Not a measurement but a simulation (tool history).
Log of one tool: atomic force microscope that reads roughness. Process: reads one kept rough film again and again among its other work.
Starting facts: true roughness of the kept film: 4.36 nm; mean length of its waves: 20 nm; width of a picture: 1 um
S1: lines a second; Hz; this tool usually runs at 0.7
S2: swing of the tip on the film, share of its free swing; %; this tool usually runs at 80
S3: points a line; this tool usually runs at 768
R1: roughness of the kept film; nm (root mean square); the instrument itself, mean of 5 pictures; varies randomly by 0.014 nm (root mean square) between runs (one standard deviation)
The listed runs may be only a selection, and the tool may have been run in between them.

run	hour	S1	S2	S3	R1
1	0	0.7	80	768	3.312
2	13.2	1.597	80	768	2.954
3	24.2	3.2	80	768	2.538
4	41.7	3.2	80	768	2.446
5	58.8	3.2	80	768	2.377
6	77.9	3.2	80	768	2.267
7	92.4	1.197	80	331	2.615
8	105.3	0.7	80	518	2.708
# hour 110: new tip fitted
9	116.3	0.7	80	518	3.248
10	128.5	0.7	80	702	3.217
11	141.7	1.098	55	527	3.274

Here are 3 independent what-if runs from the current tool condition. What would each one return?
A	152.9	1.098	89	527	?
B	152.9	0.584	77	1009	?
C	152.9	0.685	78	292	?

run	R1
A	2.781
B	3.127
C	3.003
Stripped of hidden state, with their random variation kept, the same runs would have yielded:
run	R1
A	3.022
B	3.398
C	3.264

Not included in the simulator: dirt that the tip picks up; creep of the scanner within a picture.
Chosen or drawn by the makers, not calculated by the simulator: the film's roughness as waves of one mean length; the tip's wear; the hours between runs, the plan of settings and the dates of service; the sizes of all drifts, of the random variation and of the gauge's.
